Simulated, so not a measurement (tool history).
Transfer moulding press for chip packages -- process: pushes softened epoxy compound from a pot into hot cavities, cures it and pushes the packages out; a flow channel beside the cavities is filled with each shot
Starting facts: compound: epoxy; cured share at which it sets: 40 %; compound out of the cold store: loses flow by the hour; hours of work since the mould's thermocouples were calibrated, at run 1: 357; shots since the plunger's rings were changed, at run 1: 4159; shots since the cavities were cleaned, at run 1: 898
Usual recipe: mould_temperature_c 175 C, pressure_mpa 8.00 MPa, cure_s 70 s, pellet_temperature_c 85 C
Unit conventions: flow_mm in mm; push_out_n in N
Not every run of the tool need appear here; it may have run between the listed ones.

run,day,mould_temperature_c,pressure_mpa,cure_s,pellet_temperature_c,hours of work since the mould's thermocouples were calibrated,shots since the plunger's rings were changed,shots since the cavities were cleaned,incoming compound's hours out of the cold store,flow_mm,push_out_n
1,0.000,175,8.00,70,85,357,4159,898,28.3,771,527
2,1.000,175,8.00,70,78,368,4385,1124,27.8,760,553
# day 1.404: cavities cleaned with cleaning compound and waxed
3,2.442,175,8.00,70,78,382,4696,233,41.3,731,591
4,3.454,175,8.00,70,78,393,4925,462,22.8,781,616
5,4.829,175,8.00,70,85,407,5236,773,47.6,696,594
6,6.362,175,8.00,70,85,423,5582,1119,24.2,766,600
# day 6.779: cavities cleaned with cleaning compound and waxed
7,7.133,175,8.00,70,85,431,5742,80,37.9,717,347
8,7.892,175,8.00,70,85,439,5914,252,39.2,713,399
9,8.883,175,8.00,70,85,449,6138,476,29.7,740,461
# day 9.988: cavities cleaned with cleaning compound and waxed, once more
10,10.329,175,6.43,70,85,463,6450,77,40.2,626,336
# day 11.867: plunger's sealing rings changed
11,11.933,175,8.00,70,85,479,15,415,39.6,818,440
12,13.283,181,8.00,104,78,493,320,720,32.3,801,448
13,14.154,181,8.00,104,78,502,516,916,36.2,786,461
# day 15.492: cavities cleaned with cleaning compound and waxed
14,15.671,181,8.00,104,90,518,845,40,39.4,778,298
15,16.688,175,9.00,53,85,528,1074,269,40.6,838,641
16,17.883,169,9.44,70,85,541,1345,540,43.3,870,630

Predict the results of run 17:
17,18.712,171,8.59,96,80,549,1532,727,35.6,?,?

Run 17 came out at flow_mm 844 mm, push_out_n 461 N.
On a tool with no hidden condition, and with the same random variation, this run would have come out at flow_mm 869 mm, push_out_n 273 N.
